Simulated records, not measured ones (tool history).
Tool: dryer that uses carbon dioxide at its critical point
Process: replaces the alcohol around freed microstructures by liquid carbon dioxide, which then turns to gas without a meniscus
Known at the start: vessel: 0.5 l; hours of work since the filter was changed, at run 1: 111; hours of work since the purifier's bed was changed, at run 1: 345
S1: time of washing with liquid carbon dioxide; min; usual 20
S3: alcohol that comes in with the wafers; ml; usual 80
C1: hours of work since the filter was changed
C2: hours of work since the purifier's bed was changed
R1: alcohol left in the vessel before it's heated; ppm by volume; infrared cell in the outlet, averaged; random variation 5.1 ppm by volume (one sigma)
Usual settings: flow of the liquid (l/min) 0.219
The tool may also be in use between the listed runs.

{"run": 1, "day": 0.0, "S1": 20, "flow of the liquid (l/min)": 0.219, "S3": 80, "C1": 111, "C2": 345, "R1": 89}
{"run": 2, "day": 1.167, "S1": 20, "flow of the liquid (l/min)": 0.219, "S3": 80, "C1": 132, "C2": 366, "R1": 98}
{"run": 3, "day": 2.333, "S1": 20, "flow of the liquid (l/min)": 0.219, "S3": 80, "C1": 153, "C2": 388, "R1": 103}
{"run": 4, "day": 3.517, "S1": 29, "flow of the liquid (l/min)": 0.219, "S3": 80, "C1": 175, "C2": 410, "R1": 43}
{"run": 5, "day": 4.367, "S1": 29, "flow of the liquid (l/min)": 0.219, "S3": 80, "C1": 191, "C2": 425, "R1": 44}
{"run": 6, "day": 5.779, "S1": 29, "flow of the liquid (l/min)": 0.36, "S3": 80, "C1": 217, "C2": 451, "R1": 44}
{"run": 7, "day": 6.625, "S1": 29, "flow of the liquid (l/min)": 0.36, "S3": 80, "C1": 232, "C2": 467, "R1": 45}
{"run": 8, "day": 7.779, "S1": 20, "flow of the liquid (l/min)": 0.219, "S3": 80, "C1": 253, "C2": 488, "R1": 131}
{"run": 9, "day": 8.542, "S1": 20, "flow of the liquid (l/min)": 0.219, "S3": 80, "C1": 267, "C2": 502, "R1": 128}
{"run": 10, "day": 9.625, "S1": 20, "flow of the liquid (l/min)": 0.219, "S3": 80, "C1": 287, "C2": 521, "R1": 148}
{"run": 11, "day": 10.658, "S1": 20, "flow of the liquid (l/min)": 0.219, "S3": 80, "C1": 306, "C2": 540, "R1": 153}
{"run": 12, "day": 12.071, "S1": 20, "flow of the liquid (l/min)": 0.219, "S3": 80, "C1": 332, "C2": 566, "R1": 154}
{"run": 13, "day": 13.35, "S1": 20, "flow of the liquid (l/min)": 0.219, "S3": 80, "C1": 355, "C2": 590, "R1": 158}
{"run": 14, "day": 14.379, "S1": 20, "flow of the liquid (l/min)": 0.219, "S3": 80, "C1": 374, "C2": 609, "R1": 171}
{"run": 15, "day": 15.05, "S1": 20, "flow of the liquid (l/min)": 0.219, "S3": 80, "C1": 387, "C2": 621, "R1": 173}
{"run": 16, "day": 15.958, "S1": 20, "flow of the liquid (l/min)": 0.219, "S3": 83, "C1": 403, "C2": 638, "R1": 183}
{"run": 17, "day": 16.575, "S1": 20, "flow of the liquid (l/min)": 0.219, "S3": 83, "C1": 414, "C2": 649, "R1": 186}
{"run": 18, "day": 17.8, "S1": 20, "flow of the liquid (l/min)": 0.219, "S3": 83, "C1": 437, "C2": 671, "R1": 187}
{"run": 19, "day": 18.488, "S1": 20, "flow of the liquid (l/min)": 0.219, "S3": 83, "C1": 450, "C2": 684, "R1": 205}
{"run": 20, "day": 19.808, "S1": 20, "flow of the liquid (l/min)": 0.219, "S3": 83, "C1": 474, "C2": 708, "R1": 205}
{"run": 21, "day": 21.212, "S1": 26, "flow of the liquid (l/min)": 0.2, "S3": 55, "C1": 499, "C2": 734, "R1": 97}
{"day": 21.875, "done": "inlet filter changed"}
{"run": 22, "day": 22.45, "S1": 26, "flow of the liquid (l/min)": 0.199, "S3": 86, "C1": 10, "C2": 756, "R1": 89}
{"run": 23, "day": 23.583, "S1": 26, "flow of the liquid (l/min)": 0.199, "S3": 38, "C1": 31, "C2": 777, "R1": 82}
{"run": 24, "day": 24.983, "S1": 29, "flow of the liquid (l/min)": 0.233, "S3": 80, "C1": 57, "C2": 802, "R1": 88}
{"run": 25, "day": 26.354, "S1": 18, "flow of the liquid (l/min)": 0.229, "S3": 44, "C1": 82, "C2": 827, "R1": 133}
{"run": 26, "day": 27.125, "S1": 15, "flow of the liquid (l/min)": 0.229, "S3": 44, "C1": 96, "C2": 842, "R1": 260}
{"run": 27, "day": 28.229, "S1": 15, "flow of the liquid (l/min)": 0.229, "S3": 44, "C1": 116, "C2": 862, "R1": 262}
{"run": 28, "day": 29.525, "S1": 20, "flow of the liquid (l/min)": 0.219, "S3": 104, "C1": 140, "C2": 886, "R1": 165}
{"run": 29, "day": 30.846, "S1": 30, "flow of the liquid (l/min)": 0.148, "S3": 22, "C1": 164, "C2": 910, "R1": 96}
{"run": 30, "day": 31.592, "S1": 30, "flow of the liquid (l/min)": 0.148, "S3": 22, "C1": 178, "C2": 923, "R1": 99}
{"run": 31, "day": 32.362, "S1": 23, "flow of the liquid (l/min)": 0.219, "S3": 69, "C1": 192, "C2": 938, "R1": 104}
{"run": 32, "day": 33.312, "S1": 25, "flow of the liquid (l/min)": 0.166, "S3": 60, "C1": 210, "C2": 955, "R1": 160}
{"run": 33, "day": 33.971, "S1": 25, "flow of the liquid (l/min)": 0.166, "S3": 60, "C1": 222, "C2": 967, "R1": 173}
{"run": 34, "day": 34.571, "S1": 16, "flow of the liquid (l/min)": 0.176, "S3": 46, "C1": 233, "C2": 978, "R1": 762}
{"run": 35, "day": 35.8, "S1": 31, "flow of the liquid (l/min)": 0.176, "S3": 46, "C1": 255, "C2": 1001, "R1": 96}
{"run": 36, "day": 36.742, "S1": 20, "flow of the liquid (l/min)": 0.219, "S3": 69, "C1": 273, "C2": 1018, "R1": 167}
{"run": 37, "day": 38.108, "S1": 13, "flow of the liquid (l/min)": 0.31, "S3": 50, "C1": 298, "C2": 1043, "R1": 215}
{"run": 38, "day": 39.1, "S1": 13, "flow of the liquid (l/min)": 0.31, "S3": 50, "C1": 316, "C2": 1061, "R1": 221}
{"run": 39, "day": 40.167, "S1": 25, "flow of the liquid (l/min)": 0.354, "S3": 52, "C1": 335, "C2": 1081, "R1": 105}
{"run": 40, "day": 41.579, "S1": 26, "flow of the liquid (l/min)": 0.167, "S3": 28, "C1": 361, "C2": 1107, "R1": 138}

5 ways to go on from here, each from the tool as it stands after run 40. What would each give?
{"run": "A", "day": 42.354, "S1": 20, "flow of the liquid (l/min)": 0.219, "S3": 85, "C1": 375, "C2": 1121, "R1": "?"}
{"run": "B", "day": 42.354, "S1": 26, "flow of the liquid (l/min)": 0.215, "S3": 61, "C1": 375, "C2": 1121, "R1": "?"}
{"run": "C", "day": 42.354, "S1": 27, "flow of the liquid (l/min)": 0.14, "S3": 118, "C1": 375, "C2": 1121, "R1": "?"}
{"run": "D", "day": 42.354, "S1": 22, "flow of the liquid (l/min)": 0.354, "S3": 80, "C1": 375, "C2": 1121, "R1": "?"}
{"run": "E", "day": 42.354, "S1": 20, "flow of the liquid (l/min)": 0.175, "S3": 106, "C1": 375, "C2": 1121, "R1": "?"}

run=A R1=221
run=B R1=117
run=C R1=496
run=D R1=113
run=E R1=722
Without the tool's hidden state the same runs would have given:
run=A R1=51
run=B R1=8
run=C R1=173
run=D R1=14
run=E R1=296
